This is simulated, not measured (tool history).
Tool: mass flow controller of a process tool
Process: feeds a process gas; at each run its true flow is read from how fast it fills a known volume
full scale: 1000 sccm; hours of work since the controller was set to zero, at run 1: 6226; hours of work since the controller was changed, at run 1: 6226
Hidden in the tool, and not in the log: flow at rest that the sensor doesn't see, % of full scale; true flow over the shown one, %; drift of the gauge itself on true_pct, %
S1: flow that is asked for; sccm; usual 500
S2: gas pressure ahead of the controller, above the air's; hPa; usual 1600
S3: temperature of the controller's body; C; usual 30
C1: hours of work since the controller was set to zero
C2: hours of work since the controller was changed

run 1 hour=0 | S1=500 S2=1600 S3=30 | C1=6226 C2=6226 | true_flow_(%)=95.54
run 2 hour=307.1 | S1=500 S2=1600 S3=30 | C1=6351 C2=6351 | true_flow_(%)=95.54
run 3 hour=585.3 | S1=500 S2=1600 S3=30 | C1=6464 C2=6464 | true_flow_(%)=95.39
run 4 hour=730.8 | S1=500 S2=1600 S3=30 | C1=6523 C2=6523 | true_flow_(%)=95.24
run 5 hour=1017 | S1=500 S2=1600 S3=30 | C1=6640 C2=6640 | true_flow_(%)=95.36
run 6 hour=1323.9 | S1=500 S2=1600 S3=30 | C1=6765 C2=6765 | true_flow_(%)=95.3
-- hour=1578.7 controller exchanged for a calibrated one
run 7 hour=1626.2 | S1=807 S2=1600 S3=30 | C1=19 C2=19 | true_flow_(%)=98.45
run 8 hour=1951.8 | S1=500 S2=1600 S3=30 | C1=152 C2=152 | true_flow_(%)=97.79
run 9 hour=2250.3 | S1=500 S2=1600 S3=30 | C1=273 C2=273 | true_flow_(%)=97.82
run 10 hour=2557.1 | S1=500 S2=1600 S3=30 | C1=398 C2=398 | true_flow_(%)=97.63
run 11 hour=2782.4 | S1=500 S2=2580 S3=30 | C1=490 C2=490 | true_flow_(%)=98.38
run 12 hour=2923.4 | S1=500 S2=2580 S3=30 | C1=547 C2=547 | true_flow_(%)=98.36
run 13 hour=3117.6 | S1=785 S2=1600 S3=30 | C1=626 C2=626 | true_flow_(%)=98.13
run 14 hour=3371.5 | S1=785 S2=1600 S3=30 | C1=729 C2=729 | true_flow_(%)=98.03
run 15 hour=3626.9 | S1=920 S2=2040 S3=34 | C1=833 C2=833 | true_flow_(%)=98.28
run 16 hour=3823 | S1=277 S2=1750 S3=22 | C1=913 C2=913 | true_flow_(%)=98.12
run 17 hour=4080 | S1=277 S2=1750 S3=22 | C1=1017 C2=1017 | true_flow_(%)=98.03
run 18 hour=4393.1 | S1=184 S2=1600 S3=24 | C1=1145 C2=1145 | true_flow_(%)=97.9
run 19 hour=4682.2 | S1=184 S2=1620 S3=24 | C1=1262 C2=1262 | true_flow_(%)=97.93
run 20 hour=4819.5 | S1=184 S2=1620 S3=24 | C1=1318 C2=1318 | true_flow_(%)=97.83
run 21 hour=5132.9 | S1=184 S2=1620 S3=24 | C1=1446 C2=1446 | true_flow_(%)=98
run 22 hour=5334.1 | S1=139 S2=1600 S3=24 | C1=1528 C2=1528 | true_flow_(%)=98.15
run 23 hour=5606.4 | S1=139 S2=1600 S3=24 | C1=1638 C2=1638 | true_flow_(%)=98.1

Hidden state at the last listed run before each entry between runs and at the first one after, where it differs:
Between runs 6 and 7: controller exchanged for a calibrated one (hour 1578.7)
  flow at rest that the sensor doesn't see, % of full scale: 0.939 -> 0.008; true flow over the shown one, %: -4.74 -> -0.25
  measured less the result without the state, true flow (%): -2.85 -> -0.24
